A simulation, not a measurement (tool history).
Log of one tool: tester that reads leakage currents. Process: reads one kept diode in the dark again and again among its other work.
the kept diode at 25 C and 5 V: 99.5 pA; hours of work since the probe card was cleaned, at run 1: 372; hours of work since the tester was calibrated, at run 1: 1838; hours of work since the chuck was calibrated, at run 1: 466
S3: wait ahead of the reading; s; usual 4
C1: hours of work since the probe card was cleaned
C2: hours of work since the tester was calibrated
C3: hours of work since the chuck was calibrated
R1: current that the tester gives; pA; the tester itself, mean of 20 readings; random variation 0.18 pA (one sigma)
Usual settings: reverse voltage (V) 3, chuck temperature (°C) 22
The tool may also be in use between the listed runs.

run 1 hour=0 | reverse_voltage_(V)=3 chuck_temperature_(°C)=22 S3=4 | C1=372 C2=1838 C3=466 | R1=62.78
run 2 hour=50.5 | reverse_voltage_(V)=9.82 chuck_temperature_(°C)=22 S3=4 | C1=402 C2=1868 C3=496 | R1=120.41
run 3 hour=143.7 | reverse_voltage_(V)=3 chuck_temperature_(°C)=54 S3=4 | C1=457 C2=1923 C3=550 | R1=700.78
run 4 hour=243.5 | reverse_voltage_(V)=3 chuck_temperature_(°C)=54 S3=4 | C1=516 C2=1982 C3=609 | R1=701.05
run 5 hour=300.6 | reverse_voltage_(V)=3 chuck_temperature_(°C)=22 S3=1.38 | C1=549 C2=2015 C3=643 | R1=64.57
run 6 hour=377 | reverse_voltage_(V)=3 chuck_temperature_(°C)=22 S3=1.38 | C1=594 C2=2060 C3=688 | R1=64.71
run 7 hour=434.1 | reverse_voltage_(V)=3 chuck_temperature_(°C)=22 S3=1.38 | C1=628 C2=2094 C3=721 | R1=64.95
run 8 hour=533.1 | reverse_voltage_(V)=3 chuck_temperature_(°C)=22 S3=1.38 | C1=686 C2=2152 C3=780 | R1=65.53
run 9 hour=592.3 | reverse_voltage_(V)=3 chuck_temperature_(°C)=22 S3=1.38 | C1=721 C2=2187 C3=815 | R1=65.62
run 10 hour=658.8 | reverse_voltage_(V)=3 chuck_temperature_(°C)=22 S3=4 | C1=760 C2=2226 C3=854 | R1=65.66
run 11 hour=731.4 | reverse_voltage_(V)=3 chuck_temperature_(°C)=22 S3=4 | C1=803 C2=2269 C3=896 | R1=66.11
run 12 hour=838.9 | reverse_voltage_(V)=3 chuck_temperature_(°C)=22 S3=1.11 | C1=866 C2=2332 C3=960 | R1=66.57
run 13 hour=888.6 | reverse_voltage_(V)=3 chuck_temperature_(°C)=22 S3=1.11 | C1=895 C2=2362 C3=989 | R1=66.79
run 14 hour=958.9 | reverse_voltage_(V)=3 chuck_temperature_(°C)=22 S3=4 | C1=937 C2=2403 C3=1030 | R1=67.15
run 15 hour=1058 | reverse_voltage_(V)=4.44 chuck_temperature_(°C)=22 S3=4 | C1=995 C2=2461 C3=1089 | R1=83.37
run 16 hour=1165.7 | reverse_voltage_(V)=4.44 chuck_temperature_(°C)=22 S3=4 | C1=1058 C2=2525 C3=1152 | R1=83.95
run 17 hour=1216.8 | reverse_voltage_(V)=4.44 chuck_temperature_(°C)=22 S3=4 | C1=1089 C2=2555 C3=1182 | R1=84.68
run 18 hour=1278.2 | reverse_voltage_(V)=4.44 chuck_temperature_(°C)=22 S3=4 | C1=1125 C2=2591 C3=1218 | R1=83.88
-- hour=1290.7 probe card cleaned and baked
run 19 hour=1367.2 | reverse_voltage_(V)=3 chuck_temperature_(°C)=22 S3=1.88 | C1=45 C2=2641 C3=1269 | R1=69.37
run 20 hour=1429 | reverse_voltage_(V)=14.85 chuck_temperature_(°C)=22 S3=4 | C1=81 C2=2678 C3=1305 | R1=166.66
run 21 hour=1487.5 | reverse_voltage_(V)=11.46 chuck_temperature_(°C)=22 S3=6.72 | C1=116 C2=2712 C3=1340 | R1=145.4
run 22 hour=1586.8 | reverse_voltage_(V)=3 chuck_temperature_(°C)=22 S3=0.99 | C1=174 C2=2771 C3=1398 | R1=70.52
run 23 hour=1685.7 | reverse_voltage_(V)=3 chuck_temperature_(°C)=22 S3=0.99 | C1=232 C2=2829 C3=1456 | R1=70.35
run 24 hour=1793.2 | reverse_voltage_(V)=2.78 chuck_temperature_(°C)=48 S3=4 | C1=296 C2=2892 C3=1520 | R1=481.03
-- hour=1860.4 probe card cleaned and baked, once more
run 25 hour=1869.6 | reverse_voltage_(V)=2.78 chuck_temperature_(°C)=48 S3=4 | C1=5 C2=2935 C3=1563 | R1=480.71
-- hour=1902.9 chuck's temperature calibrated
run 26 hour=1960.2 | reverse_voltage_(V)=3 chuck_temperature_(°C)=22 S3=1.01 | C1=58 C2=2988 C3=34 | R1=61.12
run 27 hour=2025.4 | reverse_voltage_(V)=3 chuck_temperature_(°C)=22 S3=1.01 | C1=96 C2=3026 C3=72 | R1=61.76
run 28 hour=2112 | reverse_voltage_(V)=3 chuck_temperature_(°C)=37 S3=8.17 | C1=147 C2=3077 C3=123 | R1=202.4
run 29 hour=2207.4 | reverse_voltage_(V)=3 chuck_temperature_(°C)=37 S3=8.17 | C1=203 C2=3133 C3=179 | R1=203.1
run 30 hour=2277 | reverse_voltage_(V)=4.9 chuck_temperature_(°C)=22 S3=2.01 | C1=244 C2=3174 C3=220 | R1=81.18
run 31 hour=2376.3 | reverse_voltage_(V)=2.5 chuck_temperature_(°C)=22 S3=1.37 | C1=302 C2=3232 C3=279 | R1=57.15
run 32 hour=2425.5 | reverse_voltage_(V)=1.44 chuck_temperature_(°C)=25 S3=1.37 | C1=331 C2=3261 C3=308 | R1=54.46
run 33 hour=2480.3 | reverse_voltage_(V)=1.22 chuck_temperature_(°C)=27 S3=0.77 | C1=364 C2=3294 C3=340 | R1=58.78
-- hour=2545.8 tester calibrated
run 34 hour=2558.3 | reverse_voltage_(V)=1.22 chuck_temperature_(°C)=27 S3=0.77 | C1=408 C2=7 C3=385 | R1=57.04
run 35 hour=2670 | reverse_voltage_(V)=1.22 chuck_temperature_(°C)=27 S3=0.77 | C1=474 C2=73 C3=450 | R1=57.42
run 36 hour=2764.1 | reverse_voltage_(V)=5.74 chuck_temperature_(°C)=27 S3=2.21 | C1=530 C2=128 C3=506 | R1=132.97
run 37 hour=2853.7 | reverse_voltage_(V)=5.74 chuck_temperature_(°C)=27 S3=2.21 | C1=582 C2=181 C3=558 | R1=134.01
run 38 hour=2923.3 | reverse_voltage_(V)=5.74 chuck_temperature_(°C)=27 S3=2.21 | C1=623 C2=222 C3=599 | R1=134.33
run 39 hour=2989.2 | reverse_voltage_(V)=18.54 chuck_temperature_(°C)=27 S3=2.21 | C1=662 C2=261 C3=638 | R1=253.97
run 40 hour=3097.1 | reverse_voltage_(V)=3.69 chuck_temperature_(°C)=34 S3=2.21 | C1=726 C2=324 C3=702 | R1=185.25

Forecast each of these 3 alternatives for the next run:
run A hour=3160.6 | reverse_voltage_(V)=3.69 chuck_temperature_(°C)=59 S3=3.47 | C1=763 C2=362 C3=739 | R1=?
run B hour=3160.6 | reverse_voltage_(V)=1.81 chuck_temperature_(°C)=38 S3=4 | C1=763 C2=362 C3=739 | R1=?
run C hour=3160.6 | reverse_voltage_(V)=3.69 chuck_temperature_(°C)=23 S3=0.33 | C1=763 C2=362 C3=739 | R1=?

run=A R1=1091.48
run=B R1=171.21
run=C R1=79.19
Without the tool's hidden state the same runs would have given:
run=A R1=1034.62
run=B R1=160.87
run=C R1=73.47
